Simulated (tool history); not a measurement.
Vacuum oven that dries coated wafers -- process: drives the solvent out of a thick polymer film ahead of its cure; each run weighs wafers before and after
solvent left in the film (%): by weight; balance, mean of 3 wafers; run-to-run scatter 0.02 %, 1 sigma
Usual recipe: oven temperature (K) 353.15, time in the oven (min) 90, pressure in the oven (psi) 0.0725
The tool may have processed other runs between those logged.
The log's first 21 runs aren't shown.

| run | day | oven temperature (K) | time in the oven (min) | pressure in the oven (psi) | solvent left in the film (%) |
|---|---|---|---|---|---|
| 22 | 62.171 | 353.15 | 90 | 0.0725 | 3.39 |
|  | 62.608 | oven's thermocouples calibrated |
| 23 | 64.433 | 353.15 | 90 | 0.0725 | 3.21 |
| 24 | 67.688 | 353.15 | 90 | 0.1284 | 3.27 |
| 25 | 70.896 | 353.15 | 151 | 0.0571 | 1.38 |
| 26 | 74.696 | 353.15 | 151 | 0.0571 | 1.47 |
| 27 | 78.633 | 364.15 | 84 | 0.0725 | 1.39 |
| 28 | 80.604 | 364.15 | 84 | 0.0725 | 1.42 |
| 29 | 84.138 | 364.15 | 84 | 0.0725 | 1.43 |
| 30 | 87.717 | 364.15 | 94 | 0.1530 | 1.24 |
| 31 | 91.762 | 364.15 | 94 | 0.1530 | 1.24 |
| 32 | 95.342 | 363.15 | 137 | 0.0495 | 0.57 |
| 33 | 97.988 | 353.15 | 127 | 0.1313 | 2.12 |
| 34 | 99.850 | 353.15 | 127 | 0.1313 | 2.20 |
| 35 | 102.738 | 340.15 | 90 | 0.0841 | 6.75 |

Run 36 has not been measured yet. What should we expect?
| 36 | 104.492 | 340.15 | 90 | 0.0841 | ? |

solvent left in the film (%): 6.72
Without the tool's hidden state the same run would have given solvent left in the film (%) 6.19.

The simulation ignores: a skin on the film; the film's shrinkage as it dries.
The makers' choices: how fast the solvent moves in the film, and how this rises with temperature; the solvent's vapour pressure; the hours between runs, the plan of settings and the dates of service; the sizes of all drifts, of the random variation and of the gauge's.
